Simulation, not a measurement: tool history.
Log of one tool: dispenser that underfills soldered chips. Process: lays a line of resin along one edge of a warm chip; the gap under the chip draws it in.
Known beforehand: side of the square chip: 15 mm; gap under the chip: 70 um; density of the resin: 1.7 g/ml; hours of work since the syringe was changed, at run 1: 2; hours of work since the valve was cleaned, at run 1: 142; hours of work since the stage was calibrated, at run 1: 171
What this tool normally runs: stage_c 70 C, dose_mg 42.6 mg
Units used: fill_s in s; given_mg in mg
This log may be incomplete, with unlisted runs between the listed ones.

run,hour,stage_c,dose_mg,hours of work since the syringe was changed,hours of work since the valve was cleaned,hours of work since the stage was calibrated,fill_s,given_mg
1,0,70,42.6,2,142,171,114.7,39.7
# hour 6.5: dispensing valve cleaned and set on the balance
2,9.3,70,42.6,7,2,176,145.4,42.6
# hour 14.8: new syringe of resin
3,14.8,70,42.6,0,5,180,97.6,42.4
4,22.2,70,42.6,5,10,184,126.2,42.28
5,27.6,70,42.6,8,13,188,152.4,42.31
# hour 32: new syringe of resin
6,32.7,80,42.6,0,16,191,60.4,41.86
7,39.5,70,42.6,5,20,195,130.2,42.25
8,44.7,70,42.6,8,23,198,152.5,42.21
# hour 49: new syringe of resin
9,52.3,65,42.6,2,28,203,151.2,41.86
10,62.8,65,42.6,9,35,209,217.5,41.93
# hour 66: new syringe of resin
11,72.8,65,42.6,4,41,215,169.5,41.69
12,79.9,65,42.6,9,45,220,215,41.53
# hour 82.8: new syringe of resin
13,88,64,42.6,3,50,225,170.5,41.1
14,97.2,64,42.6,9,56,230,231.2,41.32
# hour 99.7: new syringe of resin
15,105.4,73,42.6,4,61,235,107.7,41.28
16,112.5,73,42.6,8,65,240,133.5,41.42
# hour 116.7: new syringe of resin
17,120.2,73,49.3,2,70,244,95.2,47.46
18,125.1,73,55,5,73,248,112.2,52.57

What will run 19 give?
19,130.3,71,39.9,8,76,251,?,?

fill_s: 151.3 s
given_mg: 38.48 mg
With the hidden condition absent and the run-to-run variation left alone, this run would have shown fill_s 89 s, given_mg 39.99 mg.
